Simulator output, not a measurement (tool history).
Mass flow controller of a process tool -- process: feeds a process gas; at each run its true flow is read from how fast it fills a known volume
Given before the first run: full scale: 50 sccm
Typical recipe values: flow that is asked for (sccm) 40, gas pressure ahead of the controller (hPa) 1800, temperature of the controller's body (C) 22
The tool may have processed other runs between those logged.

run     hour  flow that is asked for (sccm)  gas pressure ahead of the controller (hPa)  temperature of the controller's body (C)  true flow (%)
  1      0.0                             40                                        1800                                        22          99.37
  2    416.4                             40                                        1800                                        22          99.42
  3    840.5                             40                                        1800                                        22          99.19
  4   1339.7                             40                                        1800                                        22          99.33
  5   1790.2                             40                                        1800                                        22          99.34
  6   2077.8                             40                                        1800                                        22          99.23
  7   2518.6                             40                                        1800                                        22          99.04
  8   2836.4                             40                                        1800                                        22          98.93
  9   3307.1                             40                                        1800                                        22          99.00
 10   3781.8                              7                                        1800                                        22         101.58
 11   4140.1                              7                                        1800                                        22         101.77
 12   4410.7                              7                                        1800                                        22         101.92
 13   4695.4                              7                                        1800                                        22         102.09
 14   4919.6                              7                                        1800                                        22         102.08
 15   5175.6                             40                                        1800                                        22          98.93
 16   5409.4                             40                                        2460                                        22          98.99
 17   5780.8                             40                                        2460                                        22          99.06
 18   6266.9                             40                                        2460                                        22          99.28
 19   6697.6                             40                                        2460                                        22          98.96
 20   7175.2                             40                                        1800                                        24          98.75
 21   7483.2                             40                                        2630                                        24          99.13
 22   7754.9                             40                                        2630                                        27          99.17
      7798.2  -- controller's zero set anew
 23   8044.9                             11                                        2630                                        27          97.57
 24   8493.6                             11                                        2630                                        27          97.67
 25   8977.8                             11                                        2630                                        36          98.38
 26   9481.3                             14                                        1400                                        22          97.13
 27   9970.0                             11                                        1530                                        22          97.33
 28  10318.5                             11                                        2590                                        24          97.86
 29  10768.1                              8                                        2000                                        34          98.64
     11280.5  -- controller exchanged for a calibrated one
 30  11280.5                              5                                        1440                                        22          98.54
 31  11796.7                             32                                        1590                                        26          99.24
 32  12058.6                             36                                        1620                                        26          99.31
 33  12581.8                             11                                        1730                                        26          99.14
 34  13030.5                             40                                        1950                                        21          99.07
 35  13348.8                             40                                        1950                                        21          98.99
 36  13658.4                             10                                        2120                                        28          99.75
 37  14086.6                              7                                        2780                                        22         100.18
 38  14420.4                             39                                        1620                                        22          98.88
 39  14826.5                              5                                        1620                                        23         101.18
 40  15142.9                              5                                        1620                                        23         101.33
 41  15393.3                             38                                        1800                                        36          99.68
 42  15748.8                             10                                        1650                                        25          99.81
 43  16029.4                             10                                        1650                                        25          99.88
 44  16504.2                             11                                        1710                                        35         100.44
 45  17012.7                             11                                        1790                                        32         100.43
 46  17511.6                             11                                        1790                                        32         100.50
 47  17726.0                             31                                        1420                                        22          98.55
 48  18194.9                             31                                        1420                                        22          98.58
 49  18516.0                             31                                        1780                                        22          98.61

Each row is a separate what-if for the run after 49, all from the same tool condition, not one after another. Results?
  A  18776.4                             31                                        1780                                        25              ?
  B  18776.4                             10                                        1780                                        22              ?
  C  18776.4                             31                                        1780                                        36              ?

run  true flow (%)
  A          98.84
  B         100.57
  C          99.25
Take away the tool's hidden state, keep each run's random variation, and the runs would have read:
run  true flow (%)
  A          99.58
  B          98.92
  C          99.98

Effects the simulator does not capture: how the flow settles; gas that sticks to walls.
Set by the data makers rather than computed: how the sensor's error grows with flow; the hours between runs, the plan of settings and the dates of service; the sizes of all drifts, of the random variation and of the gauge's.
